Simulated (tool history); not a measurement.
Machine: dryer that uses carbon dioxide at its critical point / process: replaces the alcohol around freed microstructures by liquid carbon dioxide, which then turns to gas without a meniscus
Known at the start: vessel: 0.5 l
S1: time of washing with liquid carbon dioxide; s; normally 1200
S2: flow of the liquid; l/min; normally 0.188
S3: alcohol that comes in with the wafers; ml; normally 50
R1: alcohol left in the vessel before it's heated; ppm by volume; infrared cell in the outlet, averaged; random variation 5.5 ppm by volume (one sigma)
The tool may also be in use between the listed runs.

| run | hour | S1 | S2 | S3 | R1 |
|---|---|---|---|---|---|
| 1 | 0.0 | 1200 | 0.188 | 50 | 346 |
| 2 | 35.9 | 1680 | 0.188 | 50 | 203 |
| 3 | 60.2 | 1200 | 0.188 | 50 | 377 |
| 4 | 97.3 | 1200 | 0.188 | 50 | 391 |
| 5 | 129.2 | 1200 | 0.188 | 50 | 422 |
| 6 | 155.2 | 1200 | 0.188 | 50 | 426 |
|  | 166.5 | purifier's bed changed |
| 7 | 181.7 | 1200 | 0.188 | 50 | 240 |
| 8 | 202.8 | 1200 | 0.188 | 50 | 244 |
| 9 | 237.5 | 1200 | 0.231 | 50 | 95 |
|  | 265.9 | inlet filter changed |
| 10 | 270.4 | 1200 | 0.231 | 50 | 57 |
| 11 | 290.2 | 1200 | 0.231 | 50 | 70 |
| 12 | 322.7 | 1200 | 0.188 | 50 | 195 |
| 13 | 358.7 | 1200 | 0.188 | 51 | 214 |
| 14 | 381.7 | 1380 | 0.270 | 38 | 54 |
| 15 | 418.4 | 1020 | 0.188 | 119 | 1222 |
| 16 | 456.4 | 1200 | 0.117 | 120 | 4705 |
| 17 | 490.5 | 900 | 0.234 | 61 | 474 |
| 18 | 516.8 | 780 | 0.199 | 61 | 1935 |
| 19 | 556.1 | 780 | 0.199 | 61 | 2020 |
| 20 | 576.5 | 1440 | 0.140 | 50 | 503 |
|  | 586.3 | inlet filter changed |
| 21 | 614.4 | 1860 | 0.267 | 50 | 101 |
| 22 | 651.5 | 1860 | 0.267 | 50 | 99 |
| 23 | 672.5 | 1860 | 0.267 | 50 | 104 |
| 24 | 689.0 | 1860 | 0.267 | 50 | 103 |
| 25 | 714.8 | 1200 | 0.191 | 32 | 221 |
| 26 | 744.0 | 1080 | 0.288 | 44 | 147 |

Below are 4 alternative next runs, each starting from the tool's condition after run 26. Predict each:
| A | 760.9 | 1680 | 0.153 | 42 | ? |
| B | 760.9 | 840 | 0.288 | 44 | ? |
| C | 760.9 | 960 | 0.262 | 52 | ? |
| D | 760.9 | 780 | 0.136 | 23 | ? |

| run | R1 |
|---|---|
| A | 189 |
| B | 243 |
| C | 236 |
| D | 2448 |
Without the tool's unlogged condition, the same runs would have read:
| run | R1 |
|---|---|
| A | 54 |
| B | 95 |
| C | 89 |
| D | 2053 |
